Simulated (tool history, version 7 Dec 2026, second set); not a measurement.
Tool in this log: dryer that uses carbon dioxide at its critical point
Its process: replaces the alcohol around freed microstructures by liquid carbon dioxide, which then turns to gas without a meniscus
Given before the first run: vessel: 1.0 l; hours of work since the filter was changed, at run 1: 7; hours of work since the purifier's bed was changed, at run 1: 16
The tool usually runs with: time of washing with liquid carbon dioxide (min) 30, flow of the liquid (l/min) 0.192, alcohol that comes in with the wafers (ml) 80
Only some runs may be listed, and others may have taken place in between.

run,hour,time of washing with liquid carbon dioxide (min),flow of the liquid (l/min),alcohol that comes in with the wafers (ml),hours of work since the filter was changed,hours of work since the purifier's bed was changed,alcohol left in the vessel before it's heated (ppm by volume)
1,0.0,30,0.192,80,7,16,896
2,24.1,30,0.192,80,16,24,912
3,38.5,30,0.192,80,20,29,961
4,62.8,30,0.192,80,29,38,980
5,74.6,30,0.192,80,33,42,1003
6,88.3,30,0.192,80,37,46,1018
7,111.9,30,0.192,80,46,54,1041
8,123.4,48,0.192,80,49,58,104
9,147.1,48,0.192,80,58,66,107
10,157.7,48,0.192,80,61,70,117
11,173.9,25,0.192,80,67,76,2225
12,197.3,29,0.192,80,75,83,1361

Predict the results of run 13:
13,218.5,29,0.192,80,82,91,?

{"run 13": {"alcohol left in the vessel before it's heated (ppm by volume)": 1379}}
The same run, on a tool lacking any hidden state, would have yielded alcohol left in the vessel before it's heated (ppm by volume) 980.
